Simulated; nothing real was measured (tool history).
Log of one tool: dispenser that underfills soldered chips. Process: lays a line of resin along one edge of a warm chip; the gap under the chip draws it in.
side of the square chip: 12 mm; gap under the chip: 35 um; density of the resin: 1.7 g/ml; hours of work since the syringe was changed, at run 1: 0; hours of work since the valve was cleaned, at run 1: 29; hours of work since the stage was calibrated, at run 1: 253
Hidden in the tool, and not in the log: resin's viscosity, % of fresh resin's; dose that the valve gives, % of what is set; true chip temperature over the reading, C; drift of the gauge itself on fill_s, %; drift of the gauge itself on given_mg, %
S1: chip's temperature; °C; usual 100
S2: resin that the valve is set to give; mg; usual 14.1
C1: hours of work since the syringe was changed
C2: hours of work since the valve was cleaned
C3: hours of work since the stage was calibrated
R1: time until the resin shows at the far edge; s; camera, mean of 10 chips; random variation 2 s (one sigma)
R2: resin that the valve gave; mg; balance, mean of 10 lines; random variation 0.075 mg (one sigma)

run 1 hour=0.0 | S1=100 S2=14.1 | C1=0 C2=29 C3=253 | R1=186.7 R2=13.69
-- hour=10.4 new syringe of resin
run 2 hour=10.6 | S1=100 S2=14.1 | C1=0 C2=37 C3=260 | R1=183.2 R2=13.58
run 3 hour=19.5 | S1=100 S2=14.1 | C1=7 C2=43 C3=267 | R1=254.4 R2=13.61
-- hour=21.7 new syringe of resin
run 4 hour=24.2 | S1=100 S2=14.4 | C1=2 C2=47 C3=270 | R1=200.7 R2=13.83
-- hour=32.2 new syringe of resin
run 5 hour=33.6 | S1=100 S2=14.4 | C1=1 C2=54 C3=277 | R1=194.5 R2=13.62
-- hour=42.6 new syringe of resin
run 6 hour=43.6 | S1=100 S2=13.9 | C1=1 C2=61 C3=285 | R1=190.3 R2=13.27
run 7 hour=51.2 | S1=100 S2=13.9 | C1=6 C2=66 C3=290 | R1=249.8 R2=13.11
-- hour=53.4 new syringe of resin
-- hour=54.4 dispensing valve cleaned and set on the balance
run 8 hour=57.1 | S1=97 S2=13.9 | C1=2 C2=2 C3=294 | R1=232.2 R2=13.89
-- hour=65.0 new syringe of resin
run 9 hour=67.4 | S1=97 S2=13.9 | C1=2 C2=10 C3=301 | R1=228.9 R2=13.83
run 10 hour=71.9 | S1=97 S2=13.9 | C1=5 C2=13 C3=305 | R1=259.5 R2=13.76
-- hour=76.1 new syringe of resin
run 11 hour=77.4 | S1=100 S2=14.1 | C1=1 C2=17 C3=308 | R1=185.9 R2=13.79
run 12 hour=83.3 | S1=114 S2=14.1 | C1=5 C2=21 C3=313 | R1=135.5 R2=13.77
-- hour=86.8 new syringe of resin
run 13 hour=90.1 | S1=100 S2=16.2 | C1=2 C2=26 C3=318 | R1=203.8 R2=15.75
-- hour=97.4 new syringe of resin
run 14 hour=97.4 | S1=100 S2=16.2 | C1=0 C2=31 C3=323 | R1=179.5 R2=15.60
run 15 hour=105.1 | S1=100 S2=16.2 | C1=6 C2=37 C3=329 | R1=232.0 R2=15.61
-- hour=108.2 new syringe of resin
run 16 hour=115.1 | S1=100 S2=16.2 | C1=5 C2=44 C3=336 | R1=223.8 R2=15.56
-- hour=118.7 new syringe of resin
run 17 hour=125.9 | S1=100 S2=16.2 | C1=5 C2=52 C3=344 | R1=226.1 R2=15.42
-- hour=129.8 new syringe of resin
run 18 hour=131.9 | S1=100 S2=16.2 | C1=2 C2=57 C3=348 | R1=193.3 R2=15.28
run 19 hour=138.1 | S1=100 S2=16.2 | C1=6 C2=61 C3=353 | R1=240.9 R2=15.18
-- hour=140.7 new syringe of resin
run 20 hour=146.5 | S1=100 S2=15.3 | C1=4 C2=67 C3=359 | R1=221.5 R2=14.46
-- hour=148.5 dispensing valve cleaned and set on the balance
-- hour=152.2 new syringe of resin
run 21 hour=152.8 | S1=90 S2=14.6 | C1=0 C2=3 C3=363 | R1=274.0 R2=14.57
run 22 hour=161.6 | S1=114 S2=15.8 | C1=7 C2=10 C3=369 | R1=142.3 R2=15.67
-- hour=162.8 new syringe of resin
run 23 hour=166.8 | S1=100 S2=15.3 | C1=3 C2=13 C3=373 | R1=200.6 R2=15.00
-- hour=173.3 new syringe of resin
run 24 hour=175.0 | S1=97 S2=14.1 | C1=1 C2=19 C3=379 | R1=212.3 R2=13.79
run 25 hour=183.0 | S1=103 S2=14.1 | C1=7 C2=25 C3=385 | R1=222.1 R2=13.63
-- hour=183.8 new syringe of resin
run 26 hour=193.3 | S1=93 S2=12.3 | C1=7 C2=33 C3=392 | R1=333.6 R2=11.84
-- hour=194.5 new syringe of resin
run 27 hour=203.5 | S1=93 S2=15.6 | C1=7 C2=40 C3=400 | R1=317.6 R2=14.93
-- hour=205.3 new syringe of resin
run 28 hour=213.2 | S1=93 S2=17.2 | C1=6 C2=47 C3=407 | R1=306.5 R2=16.32
-- hour=215.9 new syringe of resin
run 29 hour=222.1 | S1=93 S2=17.2 | C1=5 C2=54 C3=413 | R1=290.4 R2=16.18
-- hour=226.4 new syringe of resin
run 30 hour=229.9 | S1=101 S2=15.9 | C1=3 C2=59 C3=419 | R1=188.3 R2=14.83
-- hour=237.4 new syringe of resin
run 31 hour=239.1 | S1=109 S2=17.5 | C1=1 C2=66 C3=426 | R1=132.7 R2=16.30
-- hour=243.3 dispensing valve cleaned and set on the balance
-- hour=249.2 new syringe of resin
run 32 hour=249.2 | S1=109 S2=17.5 | C1=0 C2=4 C3=432 | R1=121.8 R2=17.39
run 33 hour=258.8 | S1=105 S2=15.5 | C1=7 C2=11 C3=439 | R1=197.9 R2=15.37
-- hour=260.1 new syringe of resin
run 34 hour=267.5 | S1=113 S2=12.4 | C1=6 C2=18 C3=446 | R1=143.3 R2=12.21

5 ways to go on from here, each from the tool as it stands after run 34. What would each give?
-- hour=271.1 new syringe of resin
run A hour=277.0 | S1=107 S2=18.1 | C1=4 C2=25 C3=453 | R1=? R2=?
-- hour=271.1 new syringe of resin
run B hour=277.0 | S1=94 S2=12.7 | C1=4 C2=25 C3=453 | R1=? R2=?
-- hour=271.1 new syringe of resin
run C hour=277.0 | S1=112 S2=12.3 | C1=4 C2=25 C3=453 | R1=? R2=?
-- hour=271.1 new syringe of resin
run D hour=277.0 | S1=102 S2=12.4 | C1=4 C2=25 C3=453 | R1=? R2=?
-- hour=271.1 new syringe of resin
run E hour=277.0 | S1=97 S2=14.8 | C1=4 C2=25 C3=453 | R1=? R2=?

run=A R1=160.5 R2=17.69
run=B R1=274.8 R2=12.40
run=C R1=140.3 R2=11.89
run=D R1=201.6 R2=12.12
run=E R1=239.5 R2=14.39
Without the tool's hidden state the same runs would have given:
run=A R1=147.8 R2=18.14
run=B R1=254.1 R2=12.71
run=C R1=128.3 R2=12.18
run=D R1=185.4 R2=12.42
run=E R1=221.7 R2=14.75

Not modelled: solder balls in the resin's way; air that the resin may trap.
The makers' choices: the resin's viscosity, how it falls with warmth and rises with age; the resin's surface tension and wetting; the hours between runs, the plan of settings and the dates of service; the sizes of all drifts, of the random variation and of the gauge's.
